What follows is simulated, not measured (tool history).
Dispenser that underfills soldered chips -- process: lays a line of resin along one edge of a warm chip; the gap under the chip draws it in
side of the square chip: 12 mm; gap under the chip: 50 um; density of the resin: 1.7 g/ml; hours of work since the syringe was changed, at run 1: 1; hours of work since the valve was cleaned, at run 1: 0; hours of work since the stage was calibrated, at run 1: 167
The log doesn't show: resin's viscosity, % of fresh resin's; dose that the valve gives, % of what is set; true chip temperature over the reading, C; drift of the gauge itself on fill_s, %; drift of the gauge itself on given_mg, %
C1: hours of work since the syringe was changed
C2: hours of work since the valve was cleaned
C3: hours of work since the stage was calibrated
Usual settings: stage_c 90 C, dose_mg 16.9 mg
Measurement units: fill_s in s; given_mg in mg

run 1 hour=0.0 | stage_c=90 dose_mg=16.9 | C1=1 C2=0 C3=167 | fill_s=42.6 given_mg=17.04
run 2 hour=5.2 | stage_c=90 dose_mg=19.1 | C1=5 C2=4 C3=171 | fill_s=54.5 given_mg=19.22
-- hour=11.7 new syringe of resin
run 3 hour=12.9 | stage_c=90 dose_mg=19.1 | C1=1 C2=9 C3=176 | fill_s=40.1 given_mg=19.00
run 4 hour=18.0 | stage_c=90 dose_mg=19.1 | C1=5 C2=13 C3=180 | fill_s=54.2 given_mg=19.10
run 5 hour=23.8 | stage_c=90 dose_mg=19.1 | C1=9 C2=18 C3=185 | fill_s=76.2 given_mg=18.98
-- hour=24.9 new syringe of resin
run 6 hour=30.6 | stage_c=90 dose_mg=19.1 | C1=4 C2=23 C3=190 | fill_s=53.9 given_mg=18.81
run 7 hour=35.0 | stage_c=90 dose_mg=19.8 | C1=8 C2=26 C3=193 | fill_s=68.0 given_mg=19.53
-- hour=37.8 new syringe of resin
run 8 hour=41.8 | stage_c=90 dose_mg=19.8 | C1=3 C2=31 C3=198 | fill_s=47.4 given_mg=19.55
run 9 hour=47.3 | stage_c=90 dose_mg=19.8 | C1=7 C2=35 C3=202 | fill_s=62.9 given_mg=19.41
-- hour=50.7 new syringe of resin
run 10 hour=53.5 | stage_c=90 dose_mg=16.9 | C1=2 C2=39 C3=206 | fill_s=46.0 given_mg=16.49
run 11 hour=58.3 | stage_c=90 dose_mg=16.9 | C1=6 C2=43 C3=210 | fill_s=58.8 given_mg=16.44
run 12 hour=63.1 | stage_c=90 dose_mg=15.5 | C1=9 C2=46 C3=213 | fill_s=80.7 given_mg=15.14
-- hour=64.3 new syringe of resin
run 13 hour=69.7 | stage_c=90 dose_mg=15.5 | C1=4 C2=51 C3=218 | fill_s=54.0 given_mg=15.05
-- hour=77.5 new syringe of resin
run 14 hour=78.4 | stage_c=90 dose_mg=16.9 | C1=1 C2=57 C3=224 | fill_s=40.2 given_mg=16.28
run 15 hour=85.0 | stage_c=90 dose_mg=16.9 | C1=6 C2=62 C3=229 | fill_s=58.7 given_mg=16.12
-- hour=91.0 new syringe of resin
run 16 hour=92.6 | stage_c=90 dose_mg=16.9 | C1=1 C2=68 C3=235 | fill_s=40.4 given_mg=16.15
-- hour=97.6 dispensing valve cleaned and set on the balance
run 17 hour=97.6 | stage_c=90 dose_mg=16.6 | C1=4 C2=0 C3=238 | fill_s=51.1 given_mg=16.66
run 18 hour=101.9 | stage_c=101 dose_mg=16.6 | C1=7 C2=3 C3=241 | fill_s=38.8 given_mg=16.65
-- hour=105.3 new syringe of resin
run 19 hour=107.4 | stage_c=101 dose_mg=16.6 | C1=2 C2=7 C3=245 | fill_s=26.6 given_mg=16.54
run 20 hour=117.1 | stage_c=97 dose_mg=19.5 | C1=9 C2=14 C3=252 | fill_s=51.7 given_mg=19.21
-- hour=118.5 new syringe of resin
run 21 hour=123.6 | stage_c=97 dose_mg=19.5 | C1=4 C2=19 C3=257 | fill_s=35.5 given_mg=19.35
run 22 hour=130.8 | stage_c=85 dose_mg=16.9 | C1=9 C2=24 C3=262 | fill_s=93.5 given_mg=16.54
-- hour=131.8 new syringe of resin
run 23 hour=140.5 | stage_c=95 dose_mg=19.9 | C1=7 C2=31 C3=269 | fill_s=47.8 given_mg=19.37
-- hour=145.2 new syringe of resin
run 24 hour=145.3 | stage_c=81 dose_mg=17.1 | C1=0 C2=35 C3=273 | fill_s=57.7 given_mg=16.63
run 25 hour=150.3 | stage_c=101 dose_mg=20.5 | C1=4 C2=39 C3=277 | fill_s=29.4 given_mg=19.85
run 26 hour=156.7 | stage_c=99 dose_mg=18.2 | C1=9 C2=43 C3=281 | fill_s=48.0 given_mg=17.69
-- hour=158.7 new syringe of resin
run 27 hour=165.0 | stage_c=99 dose_mg=18.2 | C1=5 C2=49 C3=287 | fill_s=35.6 given_mg=17.47
-- hour=171.5 new syringe of resin
run 28 hour=173.3 | stage_c=99 dose_mg=20.9 | C1=1 C2=55 C3=293 | fill_s=27.4 given_mg=20.13
run 29 hour=177.5 | stage_c=99 dose_mg=20.1 | C1=5 C2=59 C3=296 | fill_s=33.7 given_mg=19.17
run 30 hour=183.3 | stage_c=90 dose_mg=19.8 | C1=9 C2=63 C3=301 | fill_s=70.9 given_mg=18.83
-- hour=184.3 new syringe of resin
run 31 hour=193.2 | stage_c=94 dose_mg=14.8 | C1=7 C2=70 C3=308 | fill_s=55.4 given_mg=13.97
-- hour=195.7 dispensing valve cleaned and set on the balance
-- hour=198.1 new syringe of resin
run 32 hour=199.7 | stage_c=94 dose_mg=14.8 | C1=1 C2=3 C3=312 | fill_s=35.1 given_mg=14.92
run 33 hour=205.4 | stage_c=90 dose_mg=15.2 | C1=5 C2=7 C3=316 | fill_s=56.7 given_mg=15.25
-- hour=211.3 new syringe of resin
run 34 hour=213.1 | stage_c=90 dose_mg=15.2 | C1=1 C2=13 C3=322 | fill_s=42.9 given_mg=15.11
run 35 hour=218.9 | stage_c=102 dose_mg=17.0 | C1=6 C2=17 C3=326 | fill_s=33.8 given_mg=16.74

Hidden state at the last listed run before each entry between runs and at the first one after, where it differs:
From run 2 to run 3: new syringe of resin (hour 11.7)
  resin's viscosity, % of fresh resin's: 145.8 -> 106.4; dose that the valve gives, % of what is set: 100.21 -> 99.79; true chip temperature over the reading, C: 1.61 -> 1.65
  measured minus no-state result, fill_s: +14.3 -> -0.6 s; given_mg: +0.04 -> -0.04 mg
From run 5 to run 6: new syringe of resin (hour 24.9)
  resin's viscosity, % of fresh resin's: 195.5 -> 140.5; dose that the valve gives, % of what is set: 99.24 -> 98.87; true chip temperature over the reading, C: 1.71 -> 1.74
  measured minus no-state result, fill_s: +33.8 -> +12.4 s; given_mg: -0.14 -> -0.22 mg
From run 7 to run 8: new syringe of resin (hour 37.8)
  resin's viscosity, % of fresh resin's: 179.2 -> 125.5; dose that the valve gives, % of what is set: 98.63 -> 98.29; true chip temperature over the reading, C: 1.77 -> 1.81
  measured minus no-state result, fill_s: +26.9 -> +6.4 s; given_mg: -0.27 -> -0.34 mg
From run 9 to run 10: new syringe of resin (hour 50.7)
  resin's viscosity, % of fresh resin's: 169.8 -> 116.4; dose that the valve gives, % of what is set: 97.96 -> 97.64; true chip temperature over the reading, C: 1.84 -> 1.87
  measured minus no-state result, fill_s: +23.0 -> +3.1 s; given_mg: -0.40 -> -0.39 mg
From run 12 to run 13: new syringe of resin (hour 64.3)
  resin's viscosity, % of fresh resin's: 199.2 -> 136.2; dose that the valve gives, % of what is set: 97.13 -> 96.77; true chip temperature over the reading, C: 1.92 -> 1.96
  measured minus no-state result, fill_s: +36.7 -> +11.1 s; given_mg: -0.45 -> -0.50 mg
From run 13 to run 14: new syringe of resin (hour 77.5)
  resin's viscosity, % of fresh resin's: 136.2 -> 105; dose that the valve gives, % of what is set: 96.77 -> 96.3; true chip temperature over the reading, C: 1.96 -> 2
  measured minus no-state result, fill_s: +11.1 -> -1.5 s; given_mg: -0.50 -> -0.63 mg
From run 15 to run 16: new syringe of resin (hour 91.0)
  resin's viscosity, % of fresh resin's: 151.7 -> 107.1; dose that the valve gives, % of what is set: 95.97 -> 95.56; true chip temperature over the reading, C: 2.04 -> 2.08
  measured minus no-state result, fill_s: +16.7 -> -0.7 s; given_mg: -0.67 -> -0.75 mg
From run 16 to run 17: dispensing valve cleaned and set on the balance (hour 97.6)
  resin's viscosity, % of fresh resin's: 107.1 -> 133.9; dose that the valve gives, % of what is set: 95.56 -> 100.15; true chip temperature over the reading, C: 2.08 -> 2.11
  measured minus no-state result, fill_s: -0.7 -> +9.1 s; given_mg: -0.75 -> +0.03 mg
From run 18 to run 19: new syringe of resin (hour 105.3)
  resin's viscosity, % of fresh resin's: 169.7 -> 111.8; dose that the valve gives, % of what is set: 99.89 -> 99.56; true chip temperature over the reading, C: 2.13 -> 2.16
  measured minus no-state result, fill_s: +13.9 -> +0.4 s; given_mg: -0.02 -> -0.07 mg
From run 20 to run 21: new syringe of resin (hour 118.5)
  resin's viscosity, % of fresh resin's: 192.8 -> 130.6; dose that the valve gives, % of what is set: 99.05 -> 98.7; true chip temperature over the reading, C: 2.22 -> 2.25
  measured minus no-state result, fill_s: +22.3 -> +5.5 s; given_mg: -0.19 -> -0.25 mg
From run 22 to run 23: new syringe of resin (hour 131.8)
  resin's viscosity, % of fresh resin's: 194.7 -> 164.1; dose that the valve gives, % of what is set: 98.33 -> 97.85; true chip temperature over the reading, C: 2.3 -> 2.35
  measured minus no-state result, fill_s: +40.1 -> +15.5 s; given_mg: -0.28 -> -0.42 mg
From run 23 to run 24: new syringe of resin (hour 145.2)
  resin's viscosity, % of fresh resin's: 164.1 -> 100; dose that the valve gives, % of what is set: 97.85 -> 97.62; true chip temperature over the reading, C: 2.35 -> 2.37
  measured minus no-state result, fill_s: +15.5 -> -6.7 s; given_mg: -0.42 -> -0.40 mg
From run 26 to run 27: new syringe of resin (hour 158.7)
  resin's viscosity, % of fresh resin's: 188.5 -> 141.2; dose that the valve gives, % of what is set: 96.99 -> 96.59; true chip temperature over the reading, C: 2.44 -> 2.48
  measured minus no-state result, fill_s: +19.6 -> +7.7 s; given_mg: -0.54 -> -0.62 mg
From run 27 to run 28: new syringe of resin (hour 171.5)
  resin's viscosity, % of fresh resin's: 141.2 -> 110.5; dose that the valve gives, % of what is set: 96.59 -> 96.13; true chip temperature over the reading, C: 2.48 -> 2.52
  measured minus no-state result, fill_s: +7.7 -> -0.2 s; given_mg: -0.62 -> -0.80 mg
From run 30 to run 31: new syringe of resin (hour 184.3)
  resin's viscosity, % of fresh resin's: 192.4 -> 166.1; dose that the valve gives, % of what is set: 95.56 -> 94.99; true chip temperature over the reading, C: 2.58 -> 2.63
  measured minus no-state result, fill_s: +29.3 -> +18.6 s; given_mg: -0.88 -> -0.73 mg
From run 31 to run 32: dispensing valve cleaned and set on the balance (hour 195.7); new syringe of resin (hour 198.1)
  resin's viscosity, % of fresh resin's: 166.1 -> 107.3; dose that the valve gives, % of what is set: 94.99 -> 99.98; true chip temperature over the reading, C: 2.63 -> 2.66
  measured minus no-state result, fill_s: +18.6 -> -1.7 s; given_mg: -0.73 -> -0.01 mg
From run 33 to run 34: new syringe of resin (hour 211.3)
  resin's viscosity, % of fresh resin's: 147.8 -> 110.4; dose that the valve gives, % of what is set: 99.68 -> 99.3; true chip temperature over the reading, C: 2.69 -> 2.73
  measured minus no-state result, fill_s: +13.2 -> -1.1 s; given_mg: -0.05 -> -0.11 mg

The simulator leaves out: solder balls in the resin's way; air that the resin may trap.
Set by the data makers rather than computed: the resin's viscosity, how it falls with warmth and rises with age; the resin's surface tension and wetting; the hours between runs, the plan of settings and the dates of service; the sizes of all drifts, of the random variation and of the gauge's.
